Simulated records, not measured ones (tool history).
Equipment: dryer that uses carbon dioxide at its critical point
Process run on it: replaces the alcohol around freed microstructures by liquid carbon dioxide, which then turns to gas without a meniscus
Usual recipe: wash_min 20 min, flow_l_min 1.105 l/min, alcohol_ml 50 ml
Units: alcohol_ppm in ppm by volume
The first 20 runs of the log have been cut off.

run	hour	wash_min	flow_l_min	alcohol_ml	alcohol_ppm
21	143	20	1.105	50	251
22	151.7	20	1.105	50	260
23	157.8	20	1.105	50	259
24	162.7	20	1.105	50	262
25	172.4	13	0.89	111	3393
26	176.8	20	0.98	50	391
27	181.4	20	0.98	50	395
28	186.9	26	0.79	105	679
29	193.1	20	1.5	27	90
30	202.3	20	1.5	27	92
# hour 207.8: inlet filter changed
31	211.3	31	1.5	30	72
32	215.6	18	1.5	23	95
33	224.1	16	0.73	91	1888
34	228.2	17	1.105	46	250
35	235.6	13	1.62	46	177
36	242.8	30	1.27	50	82
37	250.8	30	1.27	50	82
38	258.8	30	1.27	50	86
39	263	20	0.96	87	412
40	268.7	22	1.61	25	82
41	278.4	22	1.61	25	96
42	288	22	1.61	25	92
43	296.3	32	1.35	50	83
44	302	15	0.67	118	3687
45	310.4	15	0.67	118	3662

Consider 4 possible next runs. They are alternatives, not a sequence: every one starts from the tool as it was left by run 45. What does each give?
A	317.5	14	1.105	35	?
B	317.5	13	0.78	22	?
C	317.5	25	0.67	100	?
D	317.5	15	1.35	118	?

run	alcohol_ppm
A	383
B	737
C	862
D	435
The same runs, with their run-to-run variation unchanged, on a tool lacking any hidden condition would have given:
run	alcohol_ppm
A	267
B	607
C	686
D	300
